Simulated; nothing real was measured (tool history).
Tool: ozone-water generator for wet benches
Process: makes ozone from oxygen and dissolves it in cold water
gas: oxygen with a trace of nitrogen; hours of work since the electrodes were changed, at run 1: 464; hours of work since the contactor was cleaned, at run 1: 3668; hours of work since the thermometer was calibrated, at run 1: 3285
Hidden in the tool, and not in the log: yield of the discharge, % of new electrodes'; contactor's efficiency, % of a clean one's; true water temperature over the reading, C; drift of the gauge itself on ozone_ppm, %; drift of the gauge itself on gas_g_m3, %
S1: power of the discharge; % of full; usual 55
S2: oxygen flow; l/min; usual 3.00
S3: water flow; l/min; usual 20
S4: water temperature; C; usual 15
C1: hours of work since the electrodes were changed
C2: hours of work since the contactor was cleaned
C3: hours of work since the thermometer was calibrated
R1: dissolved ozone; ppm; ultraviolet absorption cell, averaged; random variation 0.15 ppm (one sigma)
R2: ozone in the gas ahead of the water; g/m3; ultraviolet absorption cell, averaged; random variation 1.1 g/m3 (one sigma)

| run | hour | S1 | S2 | S3 | S4 | C1 | C2 | C3 | R1 | R2 |
|---|---|---|---|---|---|---|---|---|---|---|
| 1 | 0.0 | 55 | 3.00 | 20 | 15 | 464 | 3668 | 3285 | 18.7 | 206.3 |
| 2 | 13.6 | 55 | 3.00 | 20 | 15 | 475 | 3678 | 3295 | 18.8 | 205.8 |
| 3 | 27.6 | 55 | 3.00 | 17 | 15 | 485 | 3689 | 3305 | 21.4 | 209.4 |
| 4 | 52.7 | 55 | 3.00 | 17 | 15 | 503 | 3707 | 3323 | 21.2 | 207.6 |
| 5 | 76.7 | 55 | 3.00 | 17 | 15 | 521 | 3725 | 3341 | 21.6 | 209.6 |
| 6 | 98.3 | 62 | 3.00 | 20 | 15 | 537 | 3741 | 3357 | 20.4 | 227.1 |
| 7 | 124.8 | 62 | 3.00 | 20 | 15 | 557 | 3761 | 3377 | 20.3 | 229.0 |
| 8 | 139.9 | 55 | 3.00 | 20 | 15 | 568 | 3772 | 3388 | 18.7 | 207.9 |
| 9 | 155.5 | 55 | 1.59 | 20 | 15 | 579 | 3783 | 3399 | 14.7 | 265.5 |
| 10 | 170.5 | 55 | 3.00 | 20 | 15 | 590 | 3794 | 3411 | 18.8 | 208.6 |
| 11 | 195.3 | 55 | 3.00 | 20 | 15 | 609 | 3813 | 3429 | 18.4 | 210.5 |
| 12 | 212.9 | 55 | 3.00 | 20 | 15 | 622 | 3826 | 3442 | 18.7 | 208.7 |
| 13 | 226.4 | 55 | 3.00 | 20 | 15 | 632 | 3836 | 3452 | 18.5 | 212.7 |
| 14 | 240.3 | 55 | 3.00 | 20 | 15 | 642 | 3846 | 3462 | 18.7 | 209.6 |
| 15 | 257.7 | 55 | 3.00 | 20 | 15 | 655 | 3859 | 3475 | 18.4 | 210.9 |
| 16 | 273.8 | 55 | 3.00 | 20 | 15 | 667 | 3871 | 3487 | 18.5 | 212.5 |
| 17 | 296.7 | 55 | 3.00 | 20 | 15 | 684 | 3888 | 3504 | 18.5 | 212.2 |
| 18 | 323.5 | 55 | 3.00 | 20 | 15 | 704 | 3908 | 3524 | 18.3 | 212.9 |
|  | 344.9 | gauge calibrated |
| 19 | 347.6 | 55 | 5.09 | 17 | 9 | 722 | 3925 | 3542 | 25.6 | 170.5 |
| 20 | 362.7 | 80 | 3.32 | 29 | 10 | 733 | 3937 | 3553 | 19.6 | 269.7 |
| 21 | 392.2 | 67 | 3.56 | 20 | 13 | 755 | 3958 | 3575 | 23.3 | 226.9 |
| 22 | 409.9 | 67 | 3.56 | 20 | 13 | 768 | 3971 | 3588 | 23.3 | 228.6 |
| 23 | 440.7 | 55 | 4.23 | 14 | 15 | 790 | 3994 | 3610 | 26.2 | 182.2 |
| 24 | 462.4 | 95 | 3.00 | 20 | 11 | 806 | 4010 | 3626 | 30.1 | 322.1 |
| 25 | 493.0 | 59 | 3.86 | 29 | 10 | 829 | 4033 | 3649 | 16.2 | 202.4 |
| 26 | 513.3 | 54 | 2.73 | 29 | 21 | 844 | 4048 | 3664 | 12.3 | 213.7 |
| 27 | 542.6 | 54 | 2.73 | 29 | 21 | 866 | 4070 | 3686 | 12.5 | 215.2 |
| 28 | 567.9 | 55 | 3.00 | 20 | 15 | 884 | 4088 | 3705 | 18.9 | 210.2 |
| 29 | 594.0 | 55 | 3.00 | 20 | 15 | 904 | 4108 | 3724 | 19.1 | 210.5 |
| 30 | 618.0 | 84 | 2.14 | 15 | 20 | 922 | 4125 | 3742 | 28.5 | 338.7 |
| 31 | 646.1 | 84 | 5.09 | 16 | 20 | 942 | 4146 | 3762 | 31.8 | 247.4 |
| 32 | 662.7 | 85 | 4.42 | 18 | 15 | 955 | 4158 | 3775 | 31.8 | 258.7 |
| 33 | 680.1 | 55 | 1.75 | 20 | 15 | 967 | 4171 | 3788 | 15.4 | 263.1 |

The same runs without the tool's hidden state, with the same run-to-run variation:
| run | R2 |
|---|---|
| 1 | 206.3 |
| 2 | 205.6 |
| 3 | 208.9 |
| 4 | 206.7 |
| 5 | 208.2 |
| 6 | 225.2 |
| 7 | 226.6 |
| 8 | 205.4 |
| 9 | 262.0 |
| 10 | 205.5 |
| 11 | 207.0 |
| 12 | 204.9 |
| 13 | 208.6 |
| 14 | 205.3 |
| 15 | 206.3 |
| 16 | 207.6 |
| 17 | 206.8 |
| 18 | 207.0 |
| 19 | 170.5 |
| 20 | 269.3 |
| 21 | 226.0 |
| 22 | 227.3 |
| 23 | 180.7 |
| 24 | 318.9 |
| 25 | 199.9 |
| 26 | 210.6 |
| 27 | 211.6 |
| 28 | 206.2 |
| 29 | 206.1 |
| 30 | 330.9 |
| 31 | 241.2 |
| 32 | 251.8 |
| 33 | 255.6 |
R1: within 0.1 ppm of the measured result in every run.
